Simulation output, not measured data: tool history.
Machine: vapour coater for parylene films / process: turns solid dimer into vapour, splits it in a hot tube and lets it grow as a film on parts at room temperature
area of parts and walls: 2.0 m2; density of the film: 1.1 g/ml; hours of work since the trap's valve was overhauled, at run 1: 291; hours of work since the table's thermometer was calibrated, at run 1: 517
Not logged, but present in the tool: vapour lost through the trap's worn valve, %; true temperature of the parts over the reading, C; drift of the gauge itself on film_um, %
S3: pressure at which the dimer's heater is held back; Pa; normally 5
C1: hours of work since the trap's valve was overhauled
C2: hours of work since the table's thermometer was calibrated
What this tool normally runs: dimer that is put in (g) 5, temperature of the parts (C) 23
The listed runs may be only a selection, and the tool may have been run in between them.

Run 1, hour 0: usual settings; C1 291; C2 517. Result: thickness of the film (nm) 1500.
Run 2, hour 66.5: usual settings; C1 343; C2 570. Result: thickness of the film (nm) 1510.
At hour 83.8: trap's valve overhauled.
Run 3, hour 107.6: usual settings; C1 19; C2 599. Result: thickness of the film (nm) 1730.
Run 4, hour 174.6: usual settings; C1 72; C2 652. Result: thickness of the film (nm) 1690.
Run 5, hour 226.1: usual settings; C1 112; C2 692. Result: thickness of the film (nm) 1650.
Run 6, hour 290.2: usual settings; C1 163; C2 743. Result: thickness of the film (nm) 1620.
Run 7, hour 326.1: usual settings; C1 191; C2 771. Result: thickness of the film (nm) 1660.
Run 8, hour 355.4: usual settings; C1 214; C2 794. Result: thickness of the film (nm) 1600.
Run 9, hour 389: usual settings but dimer that is put in (g) 8, S3 3.95 Pa; C1 240; C2 820. Result: thickness of the film (nm) 2580.
Run 10, hour 454.2: usual settings but dimer that is put in (g) 2, temperature of the parts (C) 21, S3 3.83 Pa; C1 292; C2 872. Result: thickness of the film (nm) 690.
Run 11, hour 518.9: usual settings but dimer that is put in (g) 2, temperature of the parts (C) 21, S3 3.83 Pa; C1 343; C2 923. Result: thickness of the film (nm) 630.

For run 12, what comes out?
At hour 535.7: trap's valve overhauled.
Run 12, hour 580.4: usual settings but dimer that is put in (g) 8, temperature of the parts (C) 17, S3 3.81 Pa; C1 35; C2 968. Result: thickness of the film (nm) ?.

{"run 12": {"thickness of the film (nm)": 3240}}
If the tool had no hidden condition, the same run with the same run-to-run variation would have returned thickness of the film (nm) 3250.

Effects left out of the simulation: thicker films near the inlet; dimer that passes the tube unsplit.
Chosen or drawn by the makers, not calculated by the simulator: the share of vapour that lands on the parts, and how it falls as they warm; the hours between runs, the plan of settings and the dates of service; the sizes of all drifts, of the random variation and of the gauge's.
